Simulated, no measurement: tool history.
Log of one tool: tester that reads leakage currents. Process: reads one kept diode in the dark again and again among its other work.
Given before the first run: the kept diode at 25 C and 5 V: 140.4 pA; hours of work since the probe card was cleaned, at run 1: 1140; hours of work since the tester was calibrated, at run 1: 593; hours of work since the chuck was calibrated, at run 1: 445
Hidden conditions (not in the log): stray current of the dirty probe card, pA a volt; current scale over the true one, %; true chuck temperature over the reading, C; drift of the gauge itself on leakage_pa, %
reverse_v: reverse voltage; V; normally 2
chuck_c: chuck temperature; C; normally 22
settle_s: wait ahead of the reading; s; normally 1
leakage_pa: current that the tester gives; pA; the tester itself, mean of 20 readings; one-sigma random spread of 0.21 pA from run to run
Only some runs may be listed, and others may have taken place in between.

run	hour	reverse_v	chuck_c	settle_s	hours of work since the probe card was cleaned	hours of work since the tester was calibrated	hours of work since the chuck was calibrated	leakage_pa
1	0	2	22	1	1140	593	445	68.81
2	32.9	2	22	1	1159	612	465	69
3	61.3	9.12	22	1	1176	629	481	147.71
4	78.7	9.12	22	1	1186	639	492	146.6
5	104	9.12	22	1	1201	654	507	148
6	136.3	9.12	22	1.53	1220	673	526	147.22
7	159.3	9.12	22	1.53	1234	687	539	147.55
8	183.2	9.12	22	1.53	1248	701	553	147.29
9	206.2	9.12	22	1.53	1261	715	567	147.36
10	240.5	7.64	22	1.53	1282	735	587	134.26
11	266.2	2	22	1	1297	750	602	68.7
12	300.3	5.74	40	6.98	1317	770	622	505.41
13	318.1	4.13	30	8.76	1327	781	633	193.81
14	335.7	4.13	30	8.76	1338	791	643	193.98
15	364.4	2	22	6.98	1355	808	660	68.59
16	379.6	7.54	49	6.98	1364	817	669	1134.66
17	398.4	7.54	49	6.98	1375	828	680	1142.94
18	432.3	1.45	47	3.02	1395	848	700	432.54
19	459.4	3.55	44	0.66	1411	864	716	544.23
20	479.3	3.29	44	4.72	1422	876	728	517.32
21	499.6	8.6	32	0.89	1434	888	740	326.62
22	524.6	8.6	47	0.3	1449	902	755	1055.11

Run by run, hidden condition taken away, random variation retained:
run	leakage_pa
1	68.83
2	69.03
3	147.75
4	146.63
5	148.04
6	147.27
7	147.6
8	147.34
9	147.41
10	134.32
11	68.74
12	505.7
13	193.92
14	194.1
15	68.64
16	1135.38
17	1143.68
18	432.84
19	544.61
20	517.7
21	326.84
22	1055.88
